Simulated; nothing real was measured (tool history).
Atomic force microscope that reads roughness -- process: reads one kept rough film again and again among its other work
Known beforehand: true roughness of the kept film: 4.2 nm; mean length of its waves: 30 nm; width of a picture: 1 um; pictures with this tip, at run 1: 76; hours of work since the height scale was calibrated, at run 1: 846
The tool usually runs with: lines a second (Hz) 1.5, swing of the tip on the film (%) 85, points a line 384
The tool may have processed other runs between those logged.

| run | hour | lines a second (Hz) | swing of the tip on the film (%) | points a line | pictures with this tip | hours of work since the height scale was calibrated | roughness of the kept film (nm (root mean square)) |
|---|---|---|---|---|---|---|---|
| 1 | 0 | 1.5 | 85 | 384 | 76 | 846 | 2.676 |
|  | 32.7 | new tip fitted |
| 2 | 43.1 | 1.5 | 85 | 384 | 17 | 866 | 2.962 |
| 3 | 86 | 1.5 | 85 | 384 | 88 | 887 | 2.613 |
|  | 111.4 | new tip fitted |
| 4 | 113 | 1.5 | 85 | 384 | 3 | 899 | 3.076 |
| 5 | 142.8 | 1.5 | 85 | 384 | 52 | 913 | 2.821 |
| 6 | 183.5 | 1.5 | 85 | 384 | 120 | 933 | 2.488 |
|  | 190.8 | new tip fitted |
| 7 | 215.8 | 1.5 | 85 | 384 | 41 | 948 | 2.845 |
| 8 | 238.8 | 1.5 | 85 | 384 | 79 | 959 | 2.642 |
|  | 270.7 | new tip fitted |
| 9 | 274.3 | 1.5 | 85 | 384 | 6 | 976 | 3.058 |
| 10 | 302.6 | 1.5 | 81 | 384 | 53 | 989 | 2.866 |
| 11 | 332.1 | 1.5 | 85 | 384 | 102 | 1003 | 2.579 |
|  | 348.1 | new tip fitted |
| 12 | 374.4 | 1.5 | 85 | 384 | 44 | 1023 | 2.833 |
| 13 | 400.6 | 1.09 | 85 | 354 | 87 | 1036 | 2.748 |
|  | 425.1 | new tip fitted |
| 14 | 429.2 | 1.09 | 85 | 354 | 7 | 1049 | 3.18 |
| 15 | 455.7 | 0.62 | 56 | 742 | 51 | 1062 | 3.316 |
| 16 | 489.6 | 1.19 | 59 | 657 | 107 | 1078 | 2.972 |
|  | 503.7 | new tip fitted |
|  | 504.7 | height scale calibrated on a step standard |
| 17 | 533.5 | 1.19 | 59 | 657 | 48 | 14 | 3.348 |
| 18 | 561.7 | 0.7 | 64 | 497 | 95 | 27 | 3.072 |
|  | 583.3 | new tip fitted |
| 19 | 598.6 | 0.55 | 85 | 368 | 26 | 45 | 3.32 |
| 20 | 631.1 | 0.55 | 85 | 368 | 80 | 60 | 3.02 |
| 21 | 657.4 | 0.55 | 63 | 506 | 123 | 73 | 2.95 |
|  | 661.1 | new tip fitted |
| 22 | 690.3 | 2.09 | 76 | 946 | 49 | 88 | 2.958 |
| 23 | 728.6 | 2.09 | 90 | 743 | 112 | 106 | 2.284 |

Measured minus without-hidden-state, run by run (identical run-to-run variation in each term; gauge scatter may differ):
What the log doesn't record here: radius of the tip, nm; height scale over the true one, %; drift of the gauge itself on roughness_nm, %.
| run | roughness of the kept film (nm (root mean square)) |
|---|---|
| 1 | -0.507 |
| 2 | -0.187 |
| 3 | -0.566 |
| 4 | -0.091 |
| 5 | -0.369 |
| 6 | -0.697 |
| 7 | -0.322 |
| 8 | -0.52 |
| 9 | -0.11 |
| 10 | -0.402 |
| 11 | -0.592 |
| 12 | -0.344 |
| 13 | -0.574 |
| 14 | -0.132 |
| 15 | -0.438 |
| 16 | -0.749 |
| 17 | -0.347 |
| 18 | -0.62 |
| 19 | -0.213 |
| 20 | -0.55 |
| 21 | -0.814 |
| 22 | -0.304 |
| 23 | -0.536 |

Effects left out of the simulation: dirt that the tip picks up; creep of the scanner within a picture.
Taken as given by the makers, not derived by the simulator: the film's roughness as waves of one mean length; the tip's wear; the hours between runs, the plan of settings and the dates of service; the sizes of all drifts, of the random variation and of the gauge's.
